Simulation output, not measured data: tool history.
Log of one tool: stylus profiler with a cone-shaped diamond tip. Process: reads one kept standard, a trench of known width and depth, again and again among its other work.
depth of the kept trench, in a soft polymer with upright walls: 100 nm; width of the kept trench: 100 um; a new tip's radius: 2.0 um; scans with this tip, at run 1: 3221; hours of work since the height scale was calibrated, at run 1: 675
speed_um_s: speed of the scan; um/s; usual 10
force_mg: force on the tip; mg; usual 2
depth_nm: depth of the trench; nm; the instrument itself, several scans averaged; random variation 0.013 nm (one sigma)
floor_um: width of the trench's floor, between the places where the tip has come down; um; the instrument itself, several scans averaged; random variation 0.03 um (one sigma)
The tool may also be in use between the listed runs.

| run | hour | speed_um_s | force_mg | scans with this tip | hours of work since the height scale was calibrated | depth_nm | floor_um |
|---|---|---|---|---|---|---|---|
| 1 | 0 | 10 | 2 | 3221 | 675 | 100.5 | 98.52 |
| 2 | 10.8 | 10 | 2 | 3260 | 683 | 100.5 | 98.51 |
| 3 | 21.6 | 10 | 2 | 3300 | 691 | 100.51 | 98.51 |
| 4 | 44.8 | 10 | 2 | 3384 | 709 | 100.5 | 98.51 |
| 5 | 70.9 | 10 | 2.96 | 3479 | 729 | 100.67 | 98.54 |
| 6 | 91.8 | 10 | 2.84 | 3555 | 744 | 100.69 | 98.54 |
| 7 | 114.8 | 10 | 2.84 | 3639 | 762 | 100.64 | 98.52 |
| 8 | 135.2 | 10 | 2.18 | 3713 | 777 | 100.52 | 98.5 |
| 9 | 158.2 | 10 | 2.18 | 3796 | 795 | 100.48 | 98.51 |
| 10 | 177.1 | 10 | 2 | 3865 | 809 | 100.46 | 98.52 |
| 11 | 196.6 | 10 | 2 | 3936 | 824 | 100.46 | 98.49 |
|  | 217.5 | height scale calibrated on a step standard |
| 12 | 217.5 | 17 | 2 | 4010 | 0 | 100.38 | 98.42 |
| 13 | 231.2 | 17 | 2 | 4060 | 10 | 100.38 | 98.38 |
| 14 | 253.1 | 17 | 2 | 4139 | 27 | 100.36 | 98.42 |
| 15 | 278.7 | 17 | 2 | 4232 | 47 | 100.37 | 98.45 |
| 16 | 296.3 | 17 | 5.04 | 4296 | 60 | 100.93 | 98.44 |
| 17 | 308.1 | 10 | 4.03 | 4339 | 69 | 100.75 | 98.45 |
| 18 | 331.4 | 10 | 4.03 | 4424 | 87 | 100.75 | 98.51 |
| 19 | 344.3 | 19 | 4.03 | 4470 | 96 | 100.74 | 98.44 |
| 20 | 360.7 | 19 | 4.03 | 4530 | 109 | 100.75 | 98.44 |
|  | 365.1 | height scale calibrated on a step standard, once more |
| 21 | 381.4 | 10 | 2 | 4603 | 12 | 100.63 | 98.41 |
| 22 | 407.2 | 10 | 2 | 4697 | 32 | 100.64 | 98.41 |
| 23 | 430.7 | 10 | 2 | 4783 | 50 | 100.64 | 98.48 |
| 24 | 450.9 | 17 | 2 | 4856 | 65 | 100.64 | 98.45 |
| 25 | 462.3 | 27 | 2 | 4897 | 74 | 100.62 | 98.41 |
| 26 | 478.9 | 27 | 2 | 4958 | 87 | 100.61 | 98.33 |
| 27 | 502.4 | 5 | 2.67 | 5043 | 104 | 100.76 | 98.43 |
| 28 | 523.3 | 22 | 2.67 | 5119 | 120 | 100.76 | 98.38 |
| 29 | 542 | 22 | 2.67 | 5187 | 135 | 100.76 | 98.42 |
| 30 | 555.8 | 22 | 2.67 | 5237 | 145 | 100.73 | 98.33 |
| 31 | 578.1 | 22 | 2.67 | 5318 | 162 | 100.7 | 98.36 |
| 32 | 591.1 | 22 | 2.67 | 5365 | 172 | 100.76 | 98.44 |
| 33 | 608.4 | 8 | 1.14 | 5428 | 185 | 100.35 | 98.44 |
| 34 | 621.9 | 8 | 1.14 | 5477 | 195 | 100.39 | 98.44 |
| 35 | 643.9 | 8 | 1.14 | 5557 | 212 | 100.35 | 98.41 |
| 36 | 665 | 8 | 1.14 | 5634 | 228 | 100.36 | 98.41 |
| 37 | 679 | 9 | 2.18 | 5685 | 239 | 100.63 | 98.44 |
| 38 | 699.5 | 8 | 5.57 | 5759 | 254 | 101.21 | 98.46 |
| 39 | 716.6 | 8 | 1.49 | 5821 | 267 | 100.46 | 98.4 |
| 40 | 741.4 | 8 | 1.49 | 5911 | 286 | 100.44 | 98.43 |
| 41 | 765.2 | 8 | 1.49 | 5998 | 304 | 100.44 | 98.38 |
| 42 | 776.6 | 13 | 3.24 | 6039 | 313 | 100.8 | 98.44 |
| 43 | 800 | 36 | 4.23 | 6124 | 331 | 100.96 | 98.35 |
| 44 | 825.1 | 13 | 1.68 | 6216 | 350 | 100.47 | 98.39 |
| 45 | 839.4 | 13 | 1.68 | 6267 | 361 | 100.45 | 98.4 |
| 46 | 852.8 | 13 | 1.68 | 6316 | 371 | 100.45 | 98.35 |

Hidden state or all else? Some run-to-run changes of depth_nm, split into what the settings, what came in and random variation would give without the hidden state, and what is left for the hidden state (with any gauge scatter that isn't in both results):
The hidden state here: radius of the tip, um; height scale over the true one, %; drift of the gauge itself on depth_nm, %; drift of the gauge itself on floor_um, %.
Run 11 -> 12: speed_um_s 10 -> 17, height scale calibrated on a step standard. depth_nm -0.08 nm: hidden state -0.08, all else +0.
Run 15 -> 16: force_mg 2 -> 5.04. depth_nm +0.56 nm: hidden state +0, all else +0.56.
Run 20 -> 21: speed_um_s 19 -> 10, force_mg 4.03 -> 2, height scale calibrated on a step standard, once more. depth_nm -0.12 nm: hidden state +0.3, all else -0.42.
Run 37 -> 38: speed_um_s 9 -> 8, force_mg 2.18 -> 5.57. depth_nm +0.58 nm: hidden state -0.02, all else +0.6.
Run 38 -> 39: force_mg 5.57 -> 1.49. depth_nm -0.75 nm: hidden state +0.01, all else -0.76.

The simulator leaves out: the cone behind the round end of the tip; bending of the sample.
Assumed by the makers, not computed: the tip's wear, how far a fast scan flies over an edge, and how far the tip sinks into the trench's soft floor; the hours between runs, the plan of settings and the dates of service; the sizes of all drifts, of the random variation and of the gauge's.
